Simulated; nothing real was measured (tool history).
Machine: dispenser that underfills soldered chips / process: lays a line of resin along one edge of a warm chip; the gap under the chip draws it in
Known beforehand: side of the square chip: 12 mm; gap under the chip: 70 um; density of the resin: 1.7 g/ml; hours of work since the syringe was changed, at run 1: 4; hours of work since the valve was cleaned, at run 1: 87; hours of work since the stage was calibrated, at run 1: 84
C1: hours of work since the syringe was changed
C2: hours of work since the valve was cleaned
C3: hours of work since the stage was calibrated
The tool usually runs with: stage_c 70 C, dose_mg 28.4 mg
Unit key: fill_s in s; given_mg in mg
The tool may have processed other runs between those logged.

run 1 hour=0 | stage_c=70 dose_mg=28.4 | C1=4 C2=87 C3=84 | fill_s=41.9 given_mg=26.98
-- hour=3.3 dispensing valve cleaned and set on the balance
run 2 hour=7.5 | stage_c=70 dose_mg=36.2 | C1=8 C2=3 C3=88 | fill_s=49.7 given_mg=36.01
-- hour=9.7 new syringe of resin
run 3 hour=11.4 | stage_c=70 dose_mg=29 | C1=1 C2=5 C3=91 | fill_s=36 given_mg=28.86
run 4 hour=16.8 | stage_c=70 dose_mg=29 | C1=4 C2=8 C3=94 | fill_s=41.9 given_mg=29.01
run 5 hour=19.6 | stage_c=70 dose_mg=25.3 | C1=6 C2=10 C3=96 | fill_s=45.5 given_mg=25.19
run 6 hour=22.9 | stage_c=70 dose_mg=25.3 | C1=8 C2=12 C3=98 | fill_s=48.4 given_mg=25.22
-- hour=25.4 new syringe of resin
run 7 hour=27.2 | stage_c=70 dose_mg=31.2 | C1=1 C2=14 C3=100 | fill_s=35.8 given_mg=30.95
run 8 hour=32.5 | stage_c=81 dose_mg=28.4 | C1=4 C2=17 C3=103 | fill_s=28.6 given_mg=28.24
run 9 hour=37.7 | stage_c=70 dose_mg=28.4 | C1=8 C2=21 C3=106 | fill_s=47.5 given_mg=27.99
run 10 hour=40.4 | stage_c=63 dose_mg=28.2 | C1=9 C2=22 C3=108 | fill_s=64.1 given_mg=27.99
-- hour=41.3 new syringe of resin
run 11 hour=45.1 | stage_c=70 dose_mg=30.1 | C1=2 C2=25 C3=111 | fill_s=38.3 given_mg=29.79
run 12 hour=48.5 | stage_c=70 dose_mg=30.1 | C1=4 C2=27 C3=113 | fill_s=41.9 given_mg=29.66
run 13 hour=54.5 | stage_c=60 dose_mg=25 | C1=8 C2=31 C3=116 | fill_s=68.4 given_mg=24.75
-- hour=57.1 new syringe of resin
run 14 hour=60.7 | stage_c=80 dose_mg=24.1 | C1=2 C2=34 C3=120 | fill_s=27.9 given_mg=23.68

Run 15 comes next. What will it give?
run 15 hour=65.5 | stage_c=80 dose_mg=24.1 | C1=5 C2=37 C3=123 | fill_s=? given_mg=?

{"run 15": {"fill_s": 32, "given_mg": 23.48}}
On a tool with no hidden condition, and with the same random variation, this run would have come out at fill_s 26.7 s, given_mg 23.88 mg.

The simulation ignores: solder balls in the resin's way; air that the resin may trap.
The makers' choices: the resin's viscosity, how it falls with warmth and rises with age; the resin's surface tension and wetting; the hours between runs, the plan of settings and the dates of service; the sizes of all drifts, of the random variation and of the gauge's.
